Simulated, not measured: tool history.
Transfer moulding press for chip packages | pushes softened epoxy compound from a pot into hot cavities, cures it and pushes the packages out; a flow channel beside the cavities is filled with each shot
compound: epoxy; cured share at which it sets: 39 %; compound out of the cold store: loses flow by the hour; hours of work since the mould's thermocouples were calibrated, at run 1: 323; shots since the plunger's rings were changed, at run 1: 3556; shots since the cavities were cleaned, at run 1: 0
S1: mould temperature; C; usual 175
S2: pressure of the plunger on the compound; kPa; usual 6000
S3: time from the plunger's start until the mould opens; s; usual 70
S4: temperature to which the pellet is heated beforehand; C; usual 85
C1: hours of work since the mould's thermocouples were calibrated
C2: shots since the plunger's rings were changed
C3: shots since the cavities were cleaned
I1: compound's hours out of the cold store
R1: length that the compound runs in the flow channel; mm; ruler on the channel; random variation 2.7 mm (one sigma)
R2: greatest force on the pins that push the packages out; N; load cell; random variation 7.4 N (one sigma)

run,hour,S1,S2,S3,S4,C1,C2,C3,I1,R1,R2
1,0.0,175,6000,70,85,323,3556,0,9.8,797,306
2,17.0,175,6000,70,78,332,3781,225,26.7,773,432
3,28.3,175,6000,70,78,338,3932,376,42.1,749,482
4,44.7,175,6000,70,78,347,4149,593,44.3,743,504
5,58.2,175,6000,70,78,354,4328,772,32.7,762,560
6,71.3,175,6000,70,85,362,4503,947,34.1,753,565
# hour 80.1: plunger's sealing rings changed
# hour 86.8: cavities cleaned with cleaning compound and waxed
7,88.1,175,6000,70,85,369,87,18,44.5,771,308
8,101.7,175,6000,86,85,376,267,198,26.6,790,273
# hour 109.9: mould's thermocouples calibrated
9,113.7,175,6000,86,85,2,399,330,25.9,792,289
10,130.4,176,6000,86,85,11,622,553,29.6,778,317
11,138.9,175,6000,70,85,16,735,666,37.9,774,514
12,154.6,175,6000,70,85,24,943,874,14.5,801,557
13,165.5,175,6000,70,85,30,1088,1019,44.2,757,550
# hour 172.8: cavities cleaned with cleaning compound and waxed
14,182.7,175,6000,70,85,39,1297,132,17.0,803,366
15,195.9,175,6000,70,85,46,1472,307,20.4,800,438
16,205.1,179,6000,70,89,51,1594,429,38.6,749,349
17,217.3,179,6000,70,89,57,1756,591,15.1,783,399
18,224.3,179,6000,70,89,61,1849,684,33.5,757,386
19,240.2,179,6000,70,89,70,2061,896,10.0,788,433
# hour 256.9: cavities cleaned with cleaning compound and waxed
20,256.9,173,5150,70,85,78,2261,0,47.5,702,339
21,270.1,173,4710,66,85,85,2438,177,14.5,714,553
22,286.9,176,6000,70,85,94,2661,400,33.0,764,425
23,298.6,176,6000,70,85,101,2815,554,41.3,753,485
24,313.6,175,6050,83,85,109,3014,753,39.0,758,368
25,326.5,175,6050,83,85,116,3186,925,37.5,758,386
# hour 342.0: cavities cleaned with cleaning compound and waxed
26,343.2,175,6000,70,76,124,3388,16,12.6,795,338
27,356.1,175,6000,70,76,131,3560,188,12.6,792,420
28,366.6,180,6000,70,76,137,3699,327,9.8,778,325

Some steps in R1 between neighbouring runs. How much of each would the tool show without its hidden state too (settings, what came in, random variation), and how much is left for the hidden state, with any gauge scatter that isn't in both results?
The hidden state here: true mould temperature over the reading, C; pressure that reaches the compound, % of what is set; grip of the stained cavities, % over clean ones'; drift of the gauge itself on flow_mm, %; drift of the gauge itself on push_out_n, %.
Run 6 -> 7: plunger's sealing rings changed, cavities cleaned with cleaning compound and waxed. R1 +18 mm: hidden state +29, all else -11.
Run 15 -> 16: S1 175 -> 179, S4 85 -> 89. R1 -51 mm: hidden state +0, all else -51.
Run 19 -> 20: S1 179 -> 173, S2 6000 -> 5150, S4 89 -> 85, cavities cleaned with cleaning compound and waxed. R1 -86 mm: hidden state +1, all else -87.
Run 21 -> 22: S1 173 -> 176, S2 4710 -> 6000, S3 66 -> 70. R1 +50 mm: hidden state -3, all else +53.

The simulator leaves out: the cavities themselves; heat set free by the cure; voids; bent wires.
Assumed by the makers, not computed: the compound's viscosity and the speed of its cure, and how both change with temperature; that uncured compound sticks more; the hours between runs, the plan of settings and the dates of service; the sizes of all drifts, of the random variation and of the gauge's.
